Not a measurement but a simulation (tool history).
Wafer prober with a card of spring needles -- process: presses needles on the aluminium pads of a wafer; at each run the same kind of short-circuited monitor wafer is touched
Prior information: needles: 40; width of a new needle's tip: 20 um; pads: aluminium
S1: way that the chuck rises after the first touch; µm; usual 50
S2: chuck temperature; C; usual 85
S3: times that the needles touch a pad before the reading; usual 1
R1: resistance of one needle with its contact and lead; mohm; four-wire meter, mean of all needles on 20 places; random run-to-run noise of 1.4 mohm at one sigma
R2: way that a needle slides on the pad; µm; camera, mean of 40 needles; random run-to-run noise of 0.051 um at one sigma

Run 1, hour 0: usual settings. Result: R1 154 mohm, R2 6.85 µm.
At hour 1.3: tips cleaned on abrasive film.
At hour 5.8: tips cleaned on abrasive film.
Run 2, hour 5.8: usual settings. Result: R1 136 mohm, R2 6.82 µm.
At hour 10.6: tips cleaned on abrasive film.
Run 3, hour 12.1: usual settings. Result: R1 145 mohm, R2 6.87 µm.
At hour 15.1: tips cleaned on abrasive film.
At hour 19.8: tips cleaned on abrasive film.
At hour 24.2: tips cleaned on abrasive film.
Run 4, hour 24.7: usual settings but S1 53 µm. Result: R1 136 mohm, R2 7.32 µm.
At hour 29.6: tips cleaned on abrasive film.
At hour 34.5: tips cleaned on abrasive film.
Run 5, hour 37: usual settings but S1 53 µm. Result: R1 150 mohm, R2 7.34 µm.
At hour 39.2: tips cleaned on abrasive film.
At hour 43.9: tips cleaned on abrasive film.
Run 6, hour 44.2: usual settings. Result: R1 138 mohm, R2 6.86 µm.
At hour 48.7: tips cleaned on abrasive film.
Run 7, hour 52.1: usual settings. Result: R1 156 mohm, R2 6.82 µm.
At hour 53.4: tips cleaned on abrasive film.
At hour 58: tips cleaned on abrasive film.
Run 8, hour 59.1: usual settings. Result: R1 141 mohm, R2 6.78 µm.
At hour 63: tips cleaned on abrasive film.
Run 9, hour 66: usual settings but S1 49 µm. Result: R1 156 mohm, R2 6.64 µm.
At hour 67.9: tips cleaned on abrasive film.
At hour 73.3: tips cleaned on abrasive film.
At hour 77.9: tips cleaned on abrasive film.
Run 10, hour 78.2: usual settings but S1 30 µm. Result: R1 165 mohm, R2 3.87 µm.
At hour 82.9: tips cleaned on abrasive film.
Run 11, hour 86.6: usual settings but S1 30 µm. Result: R1 219 mohm, R2 3.86 µm.
At hour 87.8: tips cleaned on abrasive film.
At hour 92.2: tips cleaned on abrasive film.
Run 12, hour 93.9: usual settings. Result: R1 146 mohm, R2 6.78 µm.
At hour 97.6: tips cleaned on abrasive film.
At hour 102: tips cleaned on abrasive film.
Run 13, hour 104.7: usual settings. Result: R1 154 mohm, R2 6.7 µm.
At hour 107.3: tips cleaned on abrasive film.
At hour 112: tips cleaned on abrasive film.
Run 14, hour 113.7: usual settings but S1 45 µm. Result: R1 156 mohm, R2 6.03 µm.
At hour 117.1: tips cleaned on abrasive film.
Run 15, hour 119.7: usual settings. Result: R1 151 mohm, R2 6.68 µm.
At hour 121.6: tips cleaned on abrasive film.
At hour 126.4: tips cleaned on abrasive film.
Run 16, hour 126.4: usual settings. Result: R1 138 mohm, R2 6.68 µm.
At hour 127.7: height of the first contact set anew.
At hour 131.5: tips cleaned on abrasive film.
Run 17, hour 132.3: usual settings. Result: R1 148 mohm, R2 6.54 µm.
At hour 136.6: tips cleaned on abrasive film.
At hour 141: tips cleaned on abrasive film.
Run 18, hour 141: usual settings but S1 43 µm, S2 67 C, S3 2. Result: R1 141 mohm, R2 5.34 µm.
At hour 145.6: tips cleaned on abrasive film.
At hour 146.7: height of the first contact set anew, once more.
Run 19, hour 149.9: usual settings but S1 49 µm, S2 37 C, S3 3. Result: R1 134 mohm, R2 7.09 µm.
At hour 151: tips cleaned on abrasive film.
At hour 155.5: tips cleaned on abrasive film.
Run 20, hour 156: usual settings but S2 31 C, S3 2. Result: R1 127 mohm, R2 7.16 µm.
At hour 160.8: tips cleaned on abrasive film.
Run 21, hour 163.7: usual settings but S2 51 C. Result: R1 148 mohm, R2 7.31 µm.
At hour 165.8: tips cleaned on abrasive film.
At hour 170.7: tips cleaned on abrasive film.
Run 22, hour 170.7: usual settings but S2 35 C. Result: R1 128 mohm, R2 7.19 µm.
At hour 175.9: tips cleaned on abrasive film.
At hour 180.9: tips cleaned on abrasive film.
Run 23, hour 182.4: usual settings but S1 32 µm, S2 29 C, S3 2. Result: R1 151 mohm, R2 4.55 µm.
At hour 185.6: tips cleaned on abrasive film.
At hour 190.3: tips cleaned on abrasive film.
Run 24, hour 193.3: usual settings. Result: R1 151 mohm, R2 7.15 µm.
At hour 194.8: tips cleaned on abrasive film.
At hour 199.7: tips cleaned on abrasive film.
At hour 204.6: tips cleaned on abrasive film.
Run 25, hour 204.7: usual settings but S2 31 C. Result: R1 127 mohm, R2 7.1 µm.
At hour 209.6: tips cleaned on abrasive film.
Run 26, hour 211: usual settings but S2 65 C. Result: R1 141 mohm, R2 7.19 µm.
At hour 214.2: tips cleaned on abrasive film.
At hour 218.9: tips cleaned on abrasive film.
Run 27, hour 221.7: usual settings but S1 31 µm, S2 65 C. Result: R1 187 mohm, R2 4.38 µm.
At hour 223.8: tips cleaned on abrasive film.
At hour 228.2: tips cleaned on abrasive film.
Run 28, hour 228.2: usual settings but S1 63 µm, S2 50 C, S3 2. Result: R1 124 mohm, R2 9 µm.
At hour 233.2: tips cleaned on abrasive film.
At hour 238.5: tips cleaned on abrasive film.
Run 29, hour 241.1: usual settings but S1 63 µm, S2 50 C, S3 2. Result: R1 131 mohm, R2 8.98 µm.
At hour 242.9: tips cleaned on abrasive film.
At hour 248.3: tips cleaned on abrasive film.
Run 30, hour 249.4: usual settings but S1 63 µm, S2 50 C, S3 2. Result: R1 126 mohm, R2 9.03 µm.
At hour 253.5: tips cleaned on abrasive film.
At hour 258.1: tips cleaned on abrasive film.
Run 31, hour 259.9: usual settings but S2 35 C, S3 2. Result: R1 134 mohm, R2 7 µm.

Had the tool no unlogged condition, and each run kept its random variation, what would the results have been?
Hidden state at play: debris on the tips, nm; way that the needles fall short of the set height, um; tips' diameter, um; drift of the gauge itself on contact_mohm, %; drift of the gauge itself on scrub_um, %.
run   R1    R2
  1  129   7.2
  2  133   7.2
  3  131  7.26
  4  130  7.74
  5  132  7.78
  6  131  7.32
  7  132  7.29
  8  129  7.27
  9  131  7.13
 10  144  4.41
 11  145   4.4
 12  129  7.34
 13  131  7.28
 14  133  6.63
 15  129  7.29
 16  132  7.31
 17  134  7.35
 18  133  6.18
 19  122  7.09
 20  122  7.18
 21  126  7.34
 22  124  7.24
 23  132  4.63
 24  130  7.24
 25  121  7.23
 26  127  7.33
 27  140  4.54
 28  121  9.18
 29  121  9.18
 30  121  9.25
 31  123  7.24
